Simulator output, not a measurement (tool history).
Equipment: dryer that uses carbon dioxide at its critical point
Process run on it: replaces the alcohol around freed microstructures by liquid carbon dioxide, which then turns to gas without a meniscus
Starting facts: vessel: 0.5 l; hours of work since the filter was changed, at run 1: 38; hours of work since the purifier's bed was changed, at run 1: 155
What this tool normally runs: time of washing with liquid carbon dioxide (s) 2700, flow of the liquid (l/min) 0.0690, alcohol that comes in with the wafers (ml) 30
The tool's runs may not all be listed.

run,hour,time of washing with liquid carbon dioxide (s),flow of the liquid (l/min),alcohol that comes in with the wafers (ml),hours of work since the filter was changed,hours of work since the purifier's bed was changed,alcohol left in the vessel before it's heated (ppm by volume)
1,0.0,2700,0.0690,30,38,155,646
2,10.0,2700,0.0690,30,43,161,642
3,16.8,2700,0.0690,30,47,164,653
4,28.1,2700,0.0690,30,53,171,655
5,39.3,2700,0.0690,30,59,177,640
6,52.3,2700,0.0690,30,66,184,654
7,61.9,2700,0.0690,50,71,189,1068
8,68.9,2700,0.0690,50,75,193,1086
9,81.7,2700,0.0838,30,82,200,268
10,93.5,2700,0.0690,43,89,206,967
11,99.7,2700,0.0690,43,92,209,957
12,109.5,2700,0.0690,43,97,215,949
13,118.8,2700,0.0690,43,102,220,962
14,128.4,2700,0.0690,23,108,225,535
15,136.4,2700,0.0690,23,112,229,535
16,148.7,2700,0.0690,30,119,236,698
17,158.6,2760,0.0690,30,124,241,646
18,164.2,2400,0.0690,30,127,244,1148
19,174.5,2400,0.0690,30,133,250,1144
20,184.3,2400,0.0690,30,138,255,1158
21,195.7,2700,0.0690,52,144,262,1205
22,207.8,2700,0.0690,52,151,268,1179
23,220.6,2700,0.1122,30,158,275,100
24,231.9,2700,0.1122,30,164,281,102
25,243.6,2220,0.0569,30,170,288,3025
26,254.7,2520,0.1010,34,176,294,207
27,262.6,2700,0.0540,30,180,298,1947
28,271.4,3960,0.0511,47,185,303,861
29,278.3,3960,0.0511,47,189,306,847
30,289.7,2700,0.1166,36,195,313,105

Expected results for the next run?
31,298.0,2700,0.1166,36,200,317,?

{"run 31": {"alcohol left in the vessel before it's heated (ppm by volume)": 100}}
Without the tool's hidden state the same run would have given alcohol left in the vessel before it's heated (ppm by volume) 19.

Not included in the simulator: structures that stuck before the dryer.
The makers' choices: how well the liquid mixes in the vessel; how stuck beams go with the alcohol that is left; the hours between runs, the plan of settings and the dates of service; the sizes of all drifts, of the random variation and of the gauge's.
